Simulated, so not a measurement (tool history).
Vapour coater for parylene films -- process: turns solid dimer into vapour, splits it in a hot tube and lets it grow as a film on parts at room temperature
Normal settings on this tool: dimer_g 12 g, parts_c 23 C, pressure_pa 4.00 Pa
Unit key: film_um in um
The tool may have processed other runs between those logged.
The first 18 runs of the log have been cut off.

run	hour	dimer_g	parts_c	pressure_pa	film_um
19	503.6	12	24	4.00	3.59
# hour 529.0: trap's valve overhauled
20	529.0	12	24	4.00	3.99
21	568.2	12	24	3.33	4.04
22	585.1	12	24	3.33	4.06
23	613.3	12	24	3.33	4.09
24	632.8	12	23	4.00	4.03
25	660.3	9	23	6.26	2.67
26	690.8	6	23	7.20	1.74
27	712.3	7	17	3.39	2.88
28	750.1	7	17	3.39	2.85
29	767.0	9	17	9.60	3.24
30	791.0	5	29	9.89	0.97
31	808.7	5	29	9.89	0.96
# hour 839.3: trap's valve overhauled
32	850.1	5	29	9.89	1.07
33	884.4	5	29	9.89	1.07
34	911.9	5	23	4.00	1.71
35	932.4	15	15	11.56	5.89
36	954.1	19	16	5.32	8.07
37	986.3	12	23	2.09	4.49
38	1007.3	12	23	2.09	4.44
39	1043.6	12	22	4.00	4.02
40	1082.0	12	23	3.93	3.79
41	1105.8	6	23	10.18	1.54
42	1132.0	9	23	2.33	3.08
# hour 1150.4: trap's valve overhauled
43	1157.7	9	23	4.00	3.08

For run 44, what comes out?
# hour 1176.9: table's thermometer calibrated
44	1186.9	8	23	2.66	?

Run 44 came out at film_um 3.07 um.
With the hidden condition absent and the run-to-run variation left alone, this run would have shown film_um 3.12 um.
